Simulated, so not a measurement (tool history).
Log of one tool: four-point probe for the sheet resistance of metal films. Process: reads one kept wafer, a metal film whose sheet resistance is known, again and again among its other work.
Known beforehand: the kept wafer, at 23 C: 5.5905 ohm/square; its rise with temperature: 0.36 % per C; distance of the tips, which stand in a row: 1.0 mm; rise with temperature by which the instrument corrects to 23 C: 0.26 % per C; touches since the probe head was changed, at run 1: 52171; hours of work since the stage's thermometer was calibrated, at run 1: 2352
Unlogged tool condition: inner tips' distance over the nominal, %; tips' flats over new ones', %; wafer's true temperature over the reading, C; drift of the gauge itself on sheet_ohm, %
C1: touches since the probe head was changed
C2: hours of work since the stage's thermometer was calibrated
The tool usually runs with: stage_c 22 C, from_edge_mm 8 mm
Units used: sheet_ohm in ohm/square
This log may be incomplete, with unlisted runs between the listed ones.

Run 1, hour 0: usual settings; C1 52171; C2 2352. Result: sheet_ohm 5.617585 ohm/square.
Run 2, hour 48.1: usual settings; C1 53596; C2 2380. Result: sheet_ohm 5.61358 ohm/square.
Run 3, hour 75.2: usual settings; C1 54398; C2 2395. Result: sheet_ohm 5.617555 ohm/square.
Run 4, hour 118.4: usual settings; C1 55677; C2 2421. Result: sheet_ohm 5.614722 ohm/square.
Run 5, hour 163: usual settings; C1 57001; C2 2447. Result: sheet_ohm 5.614018 ohm/square.
Run 6, hour 182.9: usual settings; C1 57591; C2 2458. Result: sheet_ohm 5.61526 ohm/square.
Run 7, hour 206.6: usual settings; C1 58292; C2 2472. Result: sheet_ohm 5.613645 ohm/square.
Run 8, hour 230.1: usual settings; C1 58989; C2 2486. Result: sheet_ohm 5.613828 ohm/square.
Run 9, hour 267.6: usual settings; C1 60099; C2 2508. Result: sheet_ohm 5.615566 ohm/square.
Run 10, hour 299: usual settings; C1 61030; C2 2526. Result: sheet_ohm 5.614082 ohm/square.
Run 11, hour 344.1: usual settings; C1 62365; C2 2552. Result: sheet_ohm 5.610511 ohm/square.
Run 12, hour 368.2: usual settings; C1 63078; C2 2567. Result: sheet_ohm 5.613645 ohm/square.
Run 13, hour 395.7: usual settings; C1 63893; C2 2583. Result: sheet_ohm 5.612017 ohm/square.
Run 14, hour 418.3: usual settings; C1 64563; C2 2596. Result: sheet_ohm 5.613064 ohm/square.
Run 15, hour 458.6: usual settings; C1 65757; C2 2619. Result: sheet_ohm 5.611721 ohm/square.
Run 16, hour 506.1: usual settings; C1 67165; C2 2647. Result: sheet_ohm 5.611503 ohm/square.
Run 17, hour 530.2: usual settings but stage_c 24 C, from_edge_mm 12 mm; C1 67878; C2 2661. Result: sheet_ohm 5.59683 ohm/square.
Run 18, hour 572.8: usual settings but stage_c 24 C, from_edge_mm 12 mm; C1 69139; C2 2686. Result: sheet_ohm 5.59726 ohm/square.
At hour 586.1: stage's thermometer calibrated.
Run 19, hour 610.5: usual settings but stage_c 24 C, from_edge_mm 12 mm; C1 70242; C2 14. Result: sheet_ohm 5.587921 ohm/square.
Run 20, hour 653.8: usual settings but stage_c 24 C, from_edge_mm 12 mm; C1 71524; C2 40. Result: sheet_ohm 5.5874 ohm/square.
Run 21, hour 679.3: usual settings but stage_c 31 C, from_edge_mm 18 mm; C1 72280; C2 54. Result: sheet_ohm 5.615248 ohm/square.
Run 22, hour 711.2: usual settings but stage_c 18 C; C1 73225; C2 73. Result: sheet_ohm 5.578806 ohm/square.
Run 23, hour 744.9: usual settings but stage_c 34 C, from_edge_mm 10 mm; C1 74223; C2 93. Result: sheet_ohm 5.649534 ohm/square.
Run 24, hour 779.5: usual settings but stage_c 33 C, from_edge_mm 5 mm; C1 75247; C2 113. Result: sheet_ohm 5.735059 ohm/square.
Run 25, hour 823: usual settings but stage_c 29 C, from_edge_mm 45 mm; C1 76536; C2 138. Result: sheet_ohm 5.594932 ohm/square.
Run 26, hour 868.8: usual settings but stage_c 29 C; C1 77893; C2 165. Result: sheet_ohm 5.638173 ohm/square.
Run 27, hour 894.8: usual settings but stage_c 21 C, from_edge_mm 47 mm; C1 78664; C2 180. Result: sheet_ohm 5.547937 ohm/square.
Run 28, hour 929.3: usual settings but stage_c 34 C, from_edge_mm 11 mm; C1 79686; C2 200. Result: sheet_ohm 5.6437 ohm/square.
Run 29, hour 953: usual settings but stage_c 24 C; C1 80389; C2 214. Result: sheet_ohm 5.611954 ohm/square.
Run 30, hour 995.5: usual settings but stage_c 25 C, from_edge_mm 3 mm; C1 81647; C2 239. Result: sheet_ohm 5.882201 ohm/square.

For each entry between runs, how does the tool's hidden state at the last listed run before it compare with that at the first listed run after it?
Logged between run 18 and run 19: stage's thermometer calibrated (hour 586.1)
  inner tips' distance over the nominal, %: -0.494 -> -0.501; tips' flats over new ones', %: 44 -> 45; wafer's true temperature over the reading, C: 0.51 -> 0.09
  measured less the result without the state, sheet_ohm: -0.019627 -> -0.0286 ohm/square
